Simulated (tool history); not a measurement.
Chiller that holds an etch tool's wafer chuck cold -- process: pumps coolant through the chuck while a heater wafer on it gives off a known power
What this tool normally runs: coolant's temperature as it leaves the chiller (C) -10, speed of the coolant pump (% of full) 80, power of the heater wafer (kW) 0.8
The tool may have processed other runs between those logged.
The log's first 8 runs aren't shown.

| run | day | coolant's temperature as it leaves the chiller (C) | speed of the coolant pump (% of full) | power of the heater wafer (kW) | chuck's temperature once it has settled (C) | how much warmer the coolant comes back (C) |
|---|---|---|---|---|---|---|
| 9 | 9.162 | -10 | 80 | 0.747 | -4 | 1.87 |
| 10 | 10.621 | -10 | 80 | 0.8 | -3.8 | 2.02 |
| 11 | 11.992 | -10 | 80 | 0.8 | -3.7 | 1.97 |
| 12 | 13.329 | -10 | 80 | 0.705 | -4.5 | 1.74 |
| 13 | 14.725 | -10 | 80 | 0.705 | -4.3 | 1.77 |
| 14 | 16.092 | -1 | 80 | 0.8 | 5.3 | 2 |
| 15 | 17.617 | -1 | 80 | 0.8 | 5.5 | 1.96 |
| 16 | 18.404 | -1 | 80 | 0.8 | 5.2 | 2 |
| 17 | 19.862 | -1 | 80 | 0.8 | 5.3 | 1.98 |
| 18 | 20.658 | -1 | 80 | 0.8 | 5.4 | 1.98 |
| 19 | 21.796 | -1 | 80 | 0.8 | 5.4 | 2.01 |
| 20 | 22.962 | -2 | 66 | 1.006 | 7 | 3.02 |
| 21 | 24.121 | -10 | 80 | 0.504 | -6 | 1.26 |
| 22 | 24.804 | -10 | 80 | 0.504 | -6 | 1.25 |
| 23 | 25.742 | -10 | 80 | 0.504 | -6 | 1.26 |
| 24 | 26.612 | -4 | 80 | 0.683 | 1.5 | 1.72 |
| 25 | 27.783 | -10 | 80 | 0.99 | -2 | 2.48 |
| 26 | 28.612 | -10 | 80 | 0.99 | -2 | 2.44 |
| 27 | 29.738 | -7 | 80 | 0.581 | -2.3 | 1.48 |
| 28 | 30.479 | -7 | 80 | 0.581 | -2.7 | 1.41 |
| 29 | 31.35 | -17 | 72 | 0.932 | -9.1 | 2.58 |
| 30 | 32.225 | -17 | 72 | 0.932 | -9.1 | 2.58 |
| 31 | 33.433 | 0 | 98 | 0.516 | 3.6 | 1.1 |

Each row is a separate what-if for the run after 31, all from the same tool condition, not one after another. Results?
| A | 34.196 | -7 | 68 | 0.869 | ? | ? |
| B | 34.196 | -15 | 72 | 0.468 | ? | ? |
| C | 34.196 | -6 | 98 | 1.196 | ? | ? |
| D | 34.196 | -14 | 80 | 0.957 | ? | ? |

| run | chuck's temperature once it has settled (C) | how much warmer the coolant comes back (C) |
|---|---|---|
| A | 0.6 | 2.55 |
| B | -11 | 1.29 |
| C | 2.1 | 2.46 |
| D | -6.5 | 2.37 |
Take away the tool's hidden state, keep each run's random variation, and the runs would have read:
| run | chuck's temperature once it has settled (C) | how much warmer the coolant comes back (C) |
|---|---|---|
| A | 0.6 | 2.55 |
| B | -11 | 1.29 |
| C | 2.1 | 2.46 |
| D | -6.6 | 2.37 |

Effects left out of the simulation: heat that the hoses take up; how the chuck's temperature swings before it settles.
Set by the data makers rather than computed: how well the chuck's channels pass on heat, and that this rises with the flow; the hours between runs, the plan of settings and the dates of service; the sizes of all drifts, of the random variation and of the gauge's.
